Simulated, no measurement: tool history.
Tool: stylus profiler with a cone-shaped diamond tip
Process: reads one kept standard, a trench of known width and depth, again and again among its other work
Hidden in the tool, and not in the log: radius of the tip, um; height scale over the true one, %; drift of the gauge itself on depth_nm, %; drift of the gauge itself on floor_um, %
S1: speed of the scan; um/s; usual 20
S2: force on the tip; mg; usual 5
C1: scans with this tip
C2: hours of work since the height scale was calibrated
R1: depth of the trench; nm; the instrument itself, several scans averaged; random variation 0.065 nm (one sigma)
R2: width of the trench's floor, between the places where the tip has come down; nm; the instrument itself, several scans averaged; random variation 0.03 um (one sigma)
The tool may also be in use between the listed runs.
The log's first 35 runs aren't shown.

| run | hour | S1 | S2 | C1 | C2 | R1 | R2 |
|---|---|---|---|---|---|---|---|
| 36 | 1546 | 6 | 1.86 | 11364 | 215 | 200.96 | 97470 |
| 37 | 1607.9 | 6 | 1.86 | 11553 | 243 | 200.86 | 97460 |
| 38 | 1653.1 | 6 | 1.86 | 11691 | 264 | 200.93 | 97400 |
| 39 | 1696.9 | 6 | 1.86 | 11825 | 285 | 200.84 | 97440 |
| 40 | 1742.2 | 6 | 1.86 | 11964 | 305 | 200.89 | 97450 |
| 41 | 1782.1 | 20 | 5.05 | 12086 | 324 | 201.69 | 97400 |
| 42 | 1823.1 | 7 | 8.78 | 12211 | 343 | 202.58 | 97470 |
| 43 | 1851.8 | 7 | 8.78 | 12299 | 356 | 202.65 | 97470 |
| 44 | 1895.7 | 5 | 5 | 12433 | 377 | 201.64 | 97450 |
| 45 | 1924 | 54 | 4.06 | 12519 | 390 | 201.32 | 97220 |

Forecast each of these 4 alternatives for the next run:
| A | 1961.3 | 17 | 3.63 | 12633 | 407 | ? | ? |
| B | 1961.3 | 27 | 2.98 | 12633 | 407 | ? | ? |
| C | 1961.3 | 53 | 10.26 | 12633 | 407 | ? | ? |
| D | 1961.3 | 7 | 3.66 | 12633 | 407 | ? | ? |

| run | R1 | R2 |
|---|---|---|
| A | 201.39 | 97370 |
| B | 201.07 | 97290 |
| C | 202.95 | 97260 |
| D | 201.21 | 97450 |
Without the tool's hidden state the same runs would have given:
| run | R1 | R2 |
|---|---|---|
| A | 201.56 | 98170 |
| B | 201.24 | 98090 |
| C | 203.13 | 98060 |
| D | 201.38 | 98260 |
